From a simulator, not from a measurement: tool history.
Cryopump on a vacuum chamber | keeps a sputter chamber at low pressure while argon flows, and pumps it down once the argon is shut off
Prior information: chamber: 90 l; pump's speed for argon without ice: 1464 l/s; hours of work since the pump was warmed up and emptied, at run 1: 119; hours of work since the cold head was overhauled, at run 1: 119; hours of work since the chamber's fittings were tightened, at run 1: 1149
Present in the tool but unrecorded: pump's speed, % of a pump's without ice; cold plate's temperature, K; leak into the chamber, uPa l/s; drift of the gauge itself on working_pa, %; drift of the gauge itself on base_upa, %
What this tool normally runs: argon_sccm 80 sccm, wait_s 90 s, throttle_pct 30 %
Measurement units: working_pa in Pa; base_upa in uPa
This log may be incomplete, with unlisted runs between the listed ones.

run	hour	argon_sccm	wait_s	throttle_pct	hours of work since the pump was warmed up and emptied	hours of work since the cold head was overhauled	hours of work since the chamber's fittings were tightened	working_pa	base_upa
1	0.0	80	90	30	119	119	1149	0.3101	1.55
2	11.6	80	90	53	124	124	1155	0.1788	1.62
3	25.4	80	90	53	131	131	1162	0.1798	1.52
4	40.6	80	90	49	139	139	1169	0.1936	1.57
5	50.8	32	90	49	144	144	1174	0.0777	1.54
6	63.9	32	90	49	151	151	1181	0.0777	1.58
7	74.5	80	90	30	156	156	1186	0.3144	1.56
8	82.3	49	90	30	160	160	1190	0.1924	1.55
9	91.0	49	90	50	165	165	1195	0.1172	1.59
10	98.3	151	178	30	168	168	1198	0.5918	1.10
11	104.9	151	112	16	172	172	1202	1.0932	1.37
12	119.2	78	90	16	179	179	1209	0.5744	1.62
13	132.4	53	90	23	186	186	1216	0.2718	1.67
14	141.7	53	181	18	190	190	1220	0.3441	1.06
15	154.4	80	143	20	197	197	1227	0.4704	1.23
16	166.9	80	209	32	203	203	1233	0.2932	1.02
17	173.9	67	90	30	207	207	1237	0.2665	1.61
18	189.3	33	181	22	215	215	1245	0.1754	1.13

Predict each of these 3 candidate next runs independently; none follows another, all start after run 18:
A	197.4	133	181	22	219	219	1249	?	?
B	197.4	119	24	19	219	219	1249	?	?
C	197.4	56	195	49	219	219	1249	?	?

run	working_pa	base_upa
A	0.7100	1.16
B	0.7321	4.20
C	0.1372	1.05
Stripped of hidden state, with their random variation kept, the same runs would have yielded:
run	working_pa	base_upa
A	0.6971	0.76
B	0.7206	3.82
C	0.1318	0.65

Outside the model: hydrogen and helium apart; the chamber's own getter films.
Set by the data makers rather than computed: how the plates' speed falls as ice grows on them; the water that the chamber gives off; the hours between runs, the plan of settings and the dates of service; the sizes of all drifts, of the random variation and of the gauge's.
